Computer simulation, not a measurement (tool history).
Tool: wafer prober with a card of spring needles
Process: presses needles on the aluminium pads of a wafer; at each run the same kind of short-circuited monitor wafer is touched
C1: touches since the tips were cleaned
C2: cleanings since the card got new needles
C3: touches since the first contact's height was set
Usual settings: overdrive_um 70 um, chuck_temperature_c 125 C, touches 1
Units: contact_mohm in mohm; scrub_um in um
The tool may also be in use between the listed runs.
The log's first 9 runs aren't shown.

{"hour": 60.8, "done": "tips cleaned on abrasive film"}
{"hour": 70.6, "done": "tips cleaned on abrasive film"}
{"run": 10, "hour": 70.6, "overdrive_um": 70, "chuck_temperature_c": 125, "touches": 1, "C1": 0, "C2": 11, "C3": 70097, "contact_mohm": 302, "scrub_um": 19.32}
{"run": 11, "hour": 77.7, "overdrive_um": 70, "chuck_temperature_c": 125, "touches": 2, "C1": 4452, "C2": 11, "C3": 74549, "contact_mohm": 301, "scrub_um": 19.33}
{"hour": 80.7, "done": "tips cleaned on abrasive film"}
{"run": 12, "hour": 82.5, "overdrive_um": 70, "chuck_temperature_c": 125, "touches": 2, "C1": 1116, "C2": 12, "C3": 77469, "contact_mohm": 301, "scrub_um": 19.33}
{"run": 13, "hour": 89.0, "overdrive_um": 70, "chuck_temperature_c": 125, "touches": 2, "C1": 5157, "C2": 12, "C3": 81510, "contact_mohm": 302, "scrub_um": 19.32}
{"hour": 91.2, "done": "tips cleaned on abrasive film"}
{"run": 14, "hour": 97.3, "overdrive_um": 70, "chuck_temperature_c": 125, "touches": 2, "C1": 3782, "C2": 13, "C3": 86637, "contact_mohm": 298, "scrub_um": 19.32}
{"hour": 101.8, "done": "tips cleaned on abrasive film"}
{"run": 15, "hour": 103.3, "overdrive_um": 56, "chuck_temperature_c": 125, "touches": 1, "C1": 922, "C2": 14, "C3": 90320, "contact_mohm": 306, "scrub_um": 15.43}
{"hour": 112.2, "done": "tips cleaned on abrasive film"}
{"run": 16, "hour": 113.4, "overdrive_um": 56, "chuck_temperature_c": 53, "touches": 1, "C1": 730, "C2": 15, "C3": 96570, "contact_mohm": 289, "scrub_um": 15.45}
{"hour": 122.0, "done": "tips cleaned on abrasive film"}
{"run": 17, "hour": 122.0, "overdrive_um": 56, "chuck_temperature_c": 53, "touches": 1, "C1": 0, "C2": 16, "C3": 101908, "contact_mohm": 281, "scrub_um": 15.45}

Run 18 comes next. What will it give?
{"run": 18, "hour": 127.4, "overdrive_um": 56, "chuck_temperature_c": 53, "touches": 1, "C1": 3395, "C2": 16, "C3": 105303, "contact_mohm": "?", "scrub_um": "?"}

{"run 18": {"contact_mohm": 280, "scrub_um": 15.41}}
Without the tool's hidden state the same run would have given contact_mohm 279 mohm, scrub_um 15.49 um.
